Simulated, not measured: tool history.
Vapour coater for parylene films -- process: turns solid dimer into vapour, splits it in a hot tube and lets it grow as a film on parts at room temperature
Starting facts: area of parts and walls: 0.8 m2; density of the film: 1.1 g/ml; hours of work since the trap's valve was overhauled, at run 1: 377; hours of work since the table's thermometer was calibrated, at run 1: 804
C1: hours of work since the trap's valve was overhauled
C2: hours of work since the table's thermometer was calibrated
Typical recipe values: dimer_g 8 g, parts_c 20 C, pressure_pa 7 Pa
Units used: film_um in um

{"run": 1, "day": 0.0, "dimer_g": 8, "parts_c": 20, "pressure_pa": 7, "C1": 377, "C2": 804, "film_um": 3.73}
{"day": 0.775, "done": "trap's valve overhauled"}
{"run": 2, "day": 1.417, "dimer_g": 8, "parts_c": 20, "pressure_pa": 7, "C1": 10, "C2": 823, "film_um": 3.4}
{"run": 3, "day": 2.092, "dimer_g": 8, "parts_c": 20, "pressure_pa": 7, "C1": 21, "C2": 834, "film_um": 3.42}
{"day": 3.525, "done": "trap's valve overhauled, once more"}
{"run": 4, "day": 3.525, "dimer_g": 4, "parts_c": 20, "pressure_pa": 7, "C1": 0, "C2": 854, "film_um": 2.1}
{"run": 5, "day": 4.579, "dimer_g": 4, "parts_c": 20, "pressure_pa": 7, "C1": 17, "C2": 871, "film_um": 2.07}
{"run": 6, "day": 5.458, "dimer_g": 8, "parts_c": 25, "pressure_pa": 7, "C1": 31, "C2": 885, "film_um": 3.62}
{"run": 7, "day": 6.512, "dimer_g": 4, "parts_c": 20, "pressure_pa": 7, "C1": 47, "C2": 902, "film_um": 2.04}
{"run": 8, "day": 7.729, "dimer_g": 6, "parts_c": 20, "pressure_pa": 7, "C1": 67, "C2": 921, "film_um": 3.07}
{"run": 9, "day": 8.9, "dimer_g": 8, "parts_c": 20, "pressure_pa": 7, "C1": 85, "C2": 939, "film_um": 4.11}
{"run": 10, "day": 10.196, "dimer_g": 8, "parts_c": 20, "pressure_pa": 7, "C1": 106, "C2": 960, "film_um": 4.06}
{"run": 11, "day": 10.817, "dimer_g": 8, "parts_c": 20, "pressure_pa": 5.56, "C1": 116, "C2": 970, "film_um": 4.22}
{"run": 12, "day": 11.992, "dimer_g": 9, "parts_c": 20, "pressure_pa": 7, "C1": 134, "C2": 988, "film_um": 4.54}
{"run": 13, "day": 12.954, "dimer_g": 9, "parts_c": 20, "pressure_pa": 7, "C1": 149, "C2": 1004, "film_um": 4.51}
{"run": 14, "day": 13.512, "dimer_g": 8, "parts_c": 20, "pressure_pa": 10.97, "C1": 158, "C2": 1012, "film_um": 3.72}
{"run": 15, "day": 14.283, "dimer_g": 8, "parts_c": 20, "pressure_pa": 10.97, "C1": 170, "C2": 1025, "film_um": 3.71}
{"run": 16, "day": 15.362, "dimer_g": 8, "parts_c": 20, "pressure_pa": 10.97, "C1": 188, "C2": 1042, "film_um": 3.68}
{"run": 17, "day": 16.6, "dimer_g": 8, "parts_c": 20, "pressure_pa": 9.94, "C1": 207, "C2": 1061, "film_um": 3.73}
{"run": 18, "day": 17.871, "dimer_g": 8, "parts_c": 20, "pressure_pa": 9.94, "C1": 227, "C2": 1081, "film_um": 3.78}
{"run": 19, "day": 19.146, "dimer_g": 9, "parts_c": 20, "pressure_pa": 7, "C1": 248, "C2": 1102, "film_um": 4.41}
{"run": 20, "day": 19.75, "dimer_g": 9, "parts_c": 20, "pressure_pa": 7, "C1": 257, "C2": 1111, "film_um": 4.41}
{"run": 21, "day": 20.975, "dimer_g": 9, "parts_c": 20, "pressure_pa": 7, "C1": 277, "C2": 1131, "film_um": 4.38}
{"run": 22, "day": 22.133, "dimer_g": 9, "parts_c": 20, "pressure_pa": 7, "C1": 295, "C2": 1149, "film_um": 4.29}
{"run": 23, "day": 23.392, "dimer_g": 9, "parts_c": 20, "pressure_pa": 7, "C1": 315, "C2": 1169, "film_um": 4.3}
{"run": 24, "day": 24.317, "dimer_g": 3, "parts_c": 24, "pressure_pa": 7.1, "C1": 329, "C2": 1184, "film_um": 1.29}
{"run": 25, "day": 25.321, "dimer_g": 3, "parts_c": 21, "pressure_pa": 5.26, "C1": 345, "C2": 1200, "film_um": 1.45}
{"run": 26, "day": 26.25, "dimer_g": 9, "parts_c": 21, "pressure_pa": 2.67, "C1": 360, "C2": 1214, "film_um": 4.87}
{"run": 27, "day": 27.104, "dimer_g": 9, "parts_c": 21, "pressure_pa": 2.67, "C1": 374, "C2": 1228, "film_um": 4.89}
{"run": 28, "day": 27.662, "dimer_g": 9, "parts_c": 21, "pressure_pa": 2.67, "C1": 382, "C2": 1237, "film_um": 4.8}
{"day": 28.117, "done": "trap's valve overhauled"}
{"run": 29, "day": 28.9, "dimer_g": 14, "parts_c": 24, "pressure_pa": 9.89, "C1": 12, "C2": 1254, "film_um": 6.24}
{"run": 30, "day": 29.979, "dimer_g": 8, "parts_c": 15, "pressure_pa": 6.28, "C1": 30, "C2": 1271, "film_um": 4.82}
{"run": 31, "day": 31.05, "dimer_g": 8, "parts_c": 15, "pressure_pa": 6.28, "C1": 47, "C2": 1288, "film_um": 4.82}
{"run": 32, "day": 31.988, "dimer_g": 3, "parts_c": 15, "pressure_pa": 3.78, "C1": 61, "C2": 1303, "film_um": 1.92}
{"run": 33, "day": 32.875, "dimer_g": 5, "parts_c": 19, "pressure_pa": 7, "C1": 75, "C2": 1317, "film_um": 2.64}
{"run": 34, "day": 33.538, "dimer_g": 5, "parts_c": 19, "pressure_pa": 7, "C1": 86, "C2": 1327, "film_um": 2.64}
{"run": 35, "day": 34.792, "dimer_g": 8, "parts_c": 21, "pressure_pa": 4.22, "C1": 106, "C2": 1347, "film_um": 4.38}
{"run": 36, "day": 35.45, "dimer_g": 8, "parts_c": 17, "pressure_pa": 4.22, "C1": 116, "C2": 1357, "film_um": 4.76}
{"run": 37, "day": 36.167, "dimer_g": 4, "parts_c": 18, "pressure_pa": 11.21, "C1": 128, "C2": 1369, "film_um": 2.01}
{"run": 38, "day": 37.3, "dimer_g": 8, "parts_c": 20, "pressure_pa": 2.03, "C1": 146, "C2": 1387, "film_um": 4.98}
{"run": 39, "day": 38.521, "dimer_g": 8, "parts_c": 20, "pressure_pa": 2.03, "C1": 165, "C2": 1406, "film_um": 4.94}
{"run": 40, "day": 39.404, "dimer_g": 8, "parts_c": 20, "pressure_pa": 2.03, "C1": 179, "C2": 1420, "film_um": 4.95}
{"run": 41, "day": 40.767, "dimer_g": 3, "parts_c": 30, "pressure_pa": 7.83, "C1": 200, "C2": 1442, "film_um": 1.18}
{"run": 42, "day": 42.079, "dimer_g": 3, "parts_c": 30, "pressure_pa": 7.83, "C1": 221, "C2": 1462, "film_um": 1.13}
{"run": 43, "day": 43.433, "dimer_g": 10, "parts_c": 13, "pressure_pa": 2.92, "C1": 243, "C2": 1484, "film_um": 6.79}
{"run": 44, "day": 44.375, "dimer_g": 3, "parts_c": 19, "pressure_pa": 6.11, "C1": 258, "C2": 1499, "film_um": 1.56}
{"run": 45, "day": 45.446, "dimer_g": 5, "parts_c": 19, "pressure_pa": 2.47, "C1": 275, "C2": 1516, "film_um": 2.94}
{"run": 46, "day": 46.204, "dimer_g": 5, "parts_c": 19, "pressure_pa": 2.47, "C1": 287, "C2": 1528, "film_um": 3.01}

3 options for the next run, each taken on its own from the tool as it stands now. Forecast them:
{"run": "A", "day": 47.012, "dimer_g": 14, "parts_c": 32, "pressure_pa": 2.47, "C1": 299, "C2": 1541, "film_um": "?"}
{"run": "B", "day": 47.012, "dimer_g": 5, "parts_c": 16, "pressure_pa": 2.26, "C1": 299, "C2": 1541, "film_um": "?"}
{"run": "C", "day": 47.012, "dimer_g": 5, "parts_c": 13, "pressure_pa": 5.72, "C1": 299, "C2": 1541, "film_um": "?"}

run=A film_um=5.9
run=B film_um=3.23
run=C film_um=3.02
With no hidden state in the tool, these same runs would have given:
run=A film_um=6.23
run=B film_um=3.42
run=C film_um=3.2

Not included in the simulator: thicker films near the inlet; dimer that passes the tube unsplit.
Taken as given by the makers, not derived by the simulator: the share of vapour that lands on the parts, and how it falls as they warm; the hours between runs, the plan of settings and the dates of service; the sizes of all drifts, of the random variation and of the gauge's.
